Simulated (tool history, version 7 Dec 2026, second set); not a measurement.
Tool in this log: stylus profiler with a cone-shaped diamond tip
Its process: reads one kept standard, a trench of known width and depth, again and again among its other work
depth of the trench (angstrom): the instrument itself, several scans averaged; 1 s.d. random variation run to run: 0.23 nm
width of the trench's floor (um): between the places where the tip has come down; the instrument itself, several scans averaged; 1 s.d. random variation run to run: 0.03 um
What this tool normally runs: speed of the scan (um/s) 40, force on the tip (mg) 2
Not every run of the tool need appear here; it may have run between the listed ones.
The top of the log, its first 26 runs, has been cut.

run,day,speed of the scan (um/s),force on the tip (mg),depth of the trench (angstrom),width of the trench's floor (um)
27,11.712,13,2.65,10104.6,95.06
28,12.062,11,3.94,10137.1,95.09
29,12.458,15,2,10095.2,95.06
30,13.067,15,2,10085.8,95.03
31,13.633,80,5.87,10178.6,94.8
32,14.088,60,4.18,10143.2,94.89
33,14.729,10,1.28,10067.8,95.03
34,15.367,13,0.77,10050.1,94.95
35,15.721,99,1.4,10072.4,94.32
36,16.133,99,1.4,10072,94.33
37,16.438,40,1.18,10063.9,94.72
38,16.804,89,4.41,10146.5,94.69

What if the next run were any one of these 3? Each begins from the tool's condition after run 38:
A,17.358,10,2.81,?,?
B,17.358,40,4.23,?,?
C,17.358,67,1.76,?,?

run,depth of the trench (angstrom),width of the trench's floor (um)
A,10111.4,94.95
B,10144.2,94.87
C,10084.5,94.59
With the hidden condition removed and each run's random variation left untouched, the same runs would have given:
run,depth of the trench (angstrom),width of the trench's floor (um)
A,10104.9,95.93
B,10137.7,95.85
C,10078,95.57
